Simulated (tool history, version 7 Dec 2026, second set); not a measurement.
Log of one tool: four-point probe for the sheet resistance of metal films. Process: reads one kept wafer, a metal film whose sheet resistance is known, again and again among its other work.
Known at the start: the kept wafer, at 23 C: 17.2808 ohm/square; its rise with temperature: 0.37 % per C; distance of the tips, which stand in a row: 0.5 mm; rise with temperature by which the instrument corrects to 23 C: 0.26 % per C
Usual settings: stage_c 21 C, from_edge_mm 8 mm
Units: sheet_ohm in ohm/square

run 1 hour=0 | stage_c=21 from_edge_mm=8 | sheet_ohm=17.213116
run 2 hour=29.6 | stage_c=21 from_edge_mm=8 | sheet_ohm=17.204415
run 3 hour=64.8 | stage_c=21 from_edge_mm=8 | sheet_ohm=17.20705
run 4 hour=85.6 | stage_c=21 from_edge_mm=8 | sheet_ohm=17.204921
run 5 hour=110.8 | stage_c=21 from_edge_mm=43 | sheet_ohm=17.164112
run 6 hour=130.2 | stage_c=25 from_edge_mm=43 | sheet_ohm=17.238412
run 7 hour=147.1 | stage_c=25 from_edge_mm=43 | sheet_ohm=17.235301
run 8 hour=171.2 | stage_c=25 from_edge_mm=43 | sheet_ohm=17.237329
run 9 hour=197.7 | stage_c=25 from_edge_mm=43 | sheet_ohm=17.233276
run 10 hour=224.1 | stage_c=25 from_edge_mm=43 | sheet_ohm=17.237135
run 11 hour=252.3 | stage_c=19 from_edge_mm=8 | sheet_ohm=17.153087
run 12 hour=285.8 | stage_c=19 from_edge_mm=8 | sheet_ohm=17.158641
run 13 hour=321.2 | stage_c=19 from_edge_mm=8 | sheet_ohm=17.150456
run 14 hour=350.1 | stage_c=21 from_edge_mm=46 | sheet_ohm=17.152029
run 15 hour=380.6 | stage_c=30 from_edge_mm=8 | sheet_ohm=17.34818
run 16 hour=405.9 | stage_c=30 from_edge_mm=8 | sheet_ohm=17.350513
run 17 hour=432.1 | stage_c=30 from_edge_mm=73 | sheet_ohm=17.305153
run 18 hour=453 | stage_c=21 from_edge_mm=8 | sheet_ohm=17.181479
run 19 hour=474.6 | stage_c=21 from_edge_mm=8 | sheet_ohm=17.183061
run 20 hour=491 | stage_c=21 from_edge_mm=8 | sheet_ohm=17.179124
run 21 hour=505.7 | stage_c=21 from_edge_mm=8 | sheet_ohm=17.182109
run 22 hour=525.9 | stage_c=21 from_edge_mm=8 | sheet_ohm=17.184129
run 23 hour=549.9 | stage_c=21 from_edge_mm=8 | sheet_ohm=17.17605
run 24 hour=568.2 | stage_c=21 from_edge_mm=8 | sheet_ohm=17.179861
run 25 hour=585.5 | stage_c=19 from_edge_mm=9 | sheet_ohm=17.131778
run 26 hour=618.5 | stage_c=19 from_edge_mm=18 | sheet_ohm=17.10542
run 27 hour=636.5 | stage_c=19 from_edge_mm=18 | sheet_ohm=17.107703
run 28 hour=655.1 | stage_c=21 from_edge_mm=29 | sheet_ohm=17.141252
run 29 hour=684.1 | stage_c=21 from_edge_mm=29 | sheet_ohm=17.134704
run 30 hour=703.8 | stage_c=21 from_edge_mm=29 | sheet_ohm=17.141352
run 31 hour=732.8 | stage_c=32 from_edge_mm=5 | sheet_ohm=17.421218
run 32 hour=751.5 | stage_c=26 from_edge_mm=8 | sheet_ohm=17.254042
run 33 hour=776.1 | stage_c=26 from_edge_mm=8 | sheet_ohm=17.258116
run 34 hour=812.4 | stage_c=26 from_edge_mm=8 | sheet_ohm=17.247334
run 35 hour=832.9 | stage_c=35 from_edge_mm=25 | sheet_ohm=17.380732
run 36 hour=850.3 | stage_c=35 from_edge_mm=25 | sheet_ohm=17.378374
run 37 hour=883.8 | stage_c=25 from_edge_mm=5 | sheet_ohm=17.285722
run 38 hour=905.4 | stage_c=25 from_edge_mm=5 | sheet_ohm=17.284629
run 39 hour=933 | stage_c=25 from_edge_mm=5 | sheet_ohm=17.284422
run 40 hour=964.9 | stage_c=31 from_edge_mm=28 | sheet_ohm=17.302826
run 41 hour=993.9 | stage_c=24 from_edge_mm=17 | sheet_ohm=17.182853
-- hour=1023.9 new probe head fitted
-- hour=1024.4 stage's thermometer calibrated
run 42 hour=1030.6 | stage_c=24 from_edge_mm=17 | sheet_ohm=17.337526
run 43 hour=1056.7 | stage_c=21 from_edge_mm=41 | sheet_ohm=17.274234
run 44 hour=1086.7 | stage_c=20 from_edge_mm=3 | sheet_ohm=17.508467

Some steps in sheet_ohm between neighbouring runs. How much of each would the tool show without its hidden state too (settings, what came in, random variation), and how much is left for the hidden state, with any gauge scatter that isn't in both results?
The hidden state here: inner tips' distance over the nominal, %; tips' flats over new ones', %; wafer's true temperature over the reading, C; drift of the gauge itself on sheet_ohm, %.
Run 14 -> 15: stage_c 21 -> 30, from_edge_mm 46 -> 8. sheet_ohm +0.196151 ohm/square: hidden state -0.002572, all else +0.198723.
Run 30 -> 31: stage_c 21 -> 32, from_edge_mm 29 -> 5. sheet_ohm +0.279866 ohm/square: hidden state -0.00323, all else +0.283096.
Run 41 -> 42: new probe head fitted, stage's thermometer calibrated. sheet_ohm +0.154673 ohm/square: hidden state +0.158129, all else -0.003456.
Run 43 -> 44: stage_c 21 -> 20, from_edge_mm 41 -> 3. sheet_ohm +0.234233 ohm/square: hidden state -0.001101, all else +0.235334.
